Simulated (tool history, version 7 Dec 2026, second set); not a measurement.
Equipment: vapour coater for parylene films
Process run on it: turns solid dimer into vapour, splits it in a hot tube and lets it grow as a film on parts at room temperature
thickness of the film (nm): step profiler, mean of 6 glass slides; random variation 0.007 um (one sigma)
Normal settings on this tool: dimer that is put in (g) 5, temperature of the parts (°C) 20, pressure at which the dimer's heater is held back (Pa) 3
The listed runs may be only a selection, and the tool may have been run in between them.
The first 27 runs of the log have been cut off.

run,day,dimer that is put in (g),temperature of the parts (°C),pressure at which the dimer's heater is held back (Pa),thickness of the film (nm)
28,22.579,7,20,3.56,2000
29,23.467,4,20,3,1165
30,24.046,2,29,3,384
31,24.638,5,20,5.95,1310
32,25.633,5,14,4.13,1820
33,26.479,5,14,4.13,1829
34,27.208,5,14,4.13,1834
35,28.029,5,20,8.87,1227
36,29.05,2,20,6.53,521
37,29.642,2,20,6.53,500

Estimate the outcome of run 38 from the log above:
38,30.271,2,20,6.53,?

thickness of the film (nm): 512
Without the tool's hidden state the same run would have given thickness of the film (nm) 512.
